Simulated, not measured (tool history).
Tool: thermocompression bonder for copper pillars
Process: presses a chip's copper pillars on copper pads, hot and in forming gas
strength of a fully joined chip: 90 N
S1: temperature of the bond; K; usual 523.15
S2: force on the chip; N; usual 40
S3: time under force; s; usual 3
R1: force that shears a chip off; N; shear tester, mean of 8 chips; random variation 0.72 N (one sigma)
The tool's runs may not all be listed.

| run | hour | S1 | S2 | S3 | R1 |
|---|---|---|---|---|---|
| 1 | 0.0 | 523.15 | 40 | 3 | 48.6 |
| 2 | 10.8 | 523.15 | 40 | 3 | 46.5 |
| 3 | 26.8 | 525.15 | 40 | 3 | 48.1 |
| 4 | 37.0 | 523.15 | 40 | 2 | 40.7 |
| 5 | 46.7 | 526.15 | 40 | 3 | 48.2 |
| 6 | 57.5 | 526.15 | 40 | 3 | 48.9 |
| 7 | 70.6 | 526.15 | 40 | 3 | 49.0 |
|  | 76.3 | forming gas filter changed |
| 8 | 88.0 | 523.15 | 46 | 3 | 51.8 |
| 9 | 102.9 | 523.15 | 47 | 3 | 51.3 |
|  | 105.8 | force cell calibrated |
| 10 | 112.1 | 523.15 | 40 | 3 | 47.2 |
| 11 | 125.3 | 525.15 | 40 | 3 | 50.0 |
| 12 | 134.8 | 534.15 | 43 | 3 | 58.6 |
| 13 | 144.6 | 510.15 | 40 | 3 | 37.4 |
| 14 | 155.0 | 504.15 | 55 | 3 | 41.8 |
| 15 | 167.9 | 537.15 | 24 | 2 | 37.7 |
| 16 | 176.6 | 493.15 | 60 | 4 | 39.9 |
| 17 | 195.5 | 552.15 | 60 | 4 | 80.0 |
|  | 198.0 | force cell calibrated, once more |
| 18 | 207.3 | 496.15 | 52 | 2 | 29.9 |
| 19 | 225.3 | 496.15 | 54 | 4 | 38.3 |
| 20 | 244.1 | 523.15 | 28 | 3 | 36.4 |
| 21 | 257.6 | 523.15 | 27 | 3 | 37.5 |
| 22 | 266.3 | 523.15 | 27 | 3 | 36.7 |

Hidden state or all else? Some run-to-run changes of R1, split into what the settings, what came in and random variation would give without the hidden state, and what is left for the hidden state (with any gauge scatter that isn't in both results):
The hidden state here: true temperature of the bond over the reading, C; force that reaches the chip, % of what is set; oxide that the forming gas leaves, % of the face; drift of the gauge itself on shear_n, %.
Run 16 -> 17: S1 493.15 -> 552.15. R1 +40.1 N: hidden state +1.9, all else +38.2.
Run 17 -> 18: S1 552.15 -> 496.15, S2 60 -> 52, S3 4 -> 2, force cell calibrated, once more. R1 -50.1 N: hidden state -1.6, all else -48.5.
